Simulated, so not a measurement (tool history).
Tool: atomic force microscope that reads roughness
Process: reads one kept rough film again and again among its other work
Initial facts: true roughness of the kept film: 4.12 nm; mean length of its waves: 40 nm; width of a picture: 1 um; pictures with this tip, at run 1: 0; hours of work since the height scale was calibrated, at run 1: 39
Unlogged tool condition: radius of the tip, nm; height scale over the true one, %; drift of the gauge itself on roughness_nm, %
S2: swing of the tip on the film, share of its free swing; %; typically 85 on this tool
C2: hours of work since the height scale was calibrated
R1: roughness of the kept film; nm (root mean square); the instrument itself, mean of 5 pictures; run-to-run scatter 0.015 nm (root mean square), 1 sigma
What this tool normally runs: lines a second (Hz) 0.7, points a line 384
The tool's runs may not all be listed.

{"run": 1, "hour": 0.0, "lines a second (Hz)": 0.7, "S2": 85, "points a line": 384, "pictures with this tip": 0, "C2": 39, "R1": 3.69}
{"run": 2, "hour": 29.3, "lines a second (Hz)": 0.7, "S2": 85, "points a line": 384, "pictures with this tip": 35, "C2": 55, "R1": 3.64}
{"run": 3, "hour": 84.1, "lines a second (Hz)": 0.7, "S2": 85, "points a line": 384, "pictures with this tip": 98, "C2": 84, "R1": 3.604}
{"run": 4, "hour": 113.1, "lines a second (Hz)": 0.7, "S2": 85, "points a line": 384, "pictures with this tip": 132, "C2": 99, "R1": 3.57}
{"run": 5, "hour": 146.1, "lines a second (Hz)": 0.7, "S2": 85, "points a line": 384, "pictures with this tip": 171, "C2": 116, "R1": 3.509}
{"run": 6, "hour": 173.4, "lines a second (Hz)": 0.7, "S2": 85, "points a line": 384, "pictures with this tip": 202, "C2": 130, "R1": 3.52}
{"run": 7, "hour": 220.7, "lines a second (Hz)": 0.7, "S2": 85, "points a line": 384, "pictures with this tip": 257, "C2": 155, "R1": 3.476}
{"run": 8, "hour": 277.5, "lines a second (Hz)": 1.503, "S2": 64, "points a line": 464, "pictures with this tip": 323, "C2": 185, "R1": 3.465}
{"hour": 304.6, "done": "new tip fitted"}
{"run": 9, "hour": 311.0, "lines a second (Hz)": 1.224, "S2": 64, "points a line": 464, "pictures with this tip": 8, "C2": 202, "R1": 3.752}
{"run": 10, "hour": 345.7, "lines a second (Hz)": 1.224, "S2": 64, "points a line": 464, "pictures with this tip": 48, "C2": 220, "R1": 3.708}
{"run": 11, "hour": 397.4, "lines a second (Hz)": 1.224, "S2": 64, "points a line": 464, "pictures with this tip": 108, "C2": 247, "R1": 3.638}
{"run": 12, "hour": 437.9, "lines a second (Hz)": 3.457, "S2": 56, "points a line": 384, "pictures with this tip": 155, "C2": 268, "R1": 3.59}
{"run": 13, "hour": 472.0, "lines a second (Hz)": 1.713, "S2": 85, "points a line": 263, "pictures with this tip": 195, "C2": 286, "R1": 3.313}
{"run": 14, "hour": 535.6, "lines a second (Hz)": 1.713, "S2": 85, "points a line": 263, "pictures with this tip": 269, "C2": 319, "R1": 3.279}

Hidden state or all else? Some run-to-run changes of R1, split into what the settings, what came in and random variation would give without the hidden state, and what is left for the hidden state (with any gauge scatter that isn't in both results):
Run 8 -> 9: lines a second (Hz) 1.503 -> 1.224, new tip fitted. R1 +0.287 nm (root mean square): hidden state +0.288, all else -0.001.

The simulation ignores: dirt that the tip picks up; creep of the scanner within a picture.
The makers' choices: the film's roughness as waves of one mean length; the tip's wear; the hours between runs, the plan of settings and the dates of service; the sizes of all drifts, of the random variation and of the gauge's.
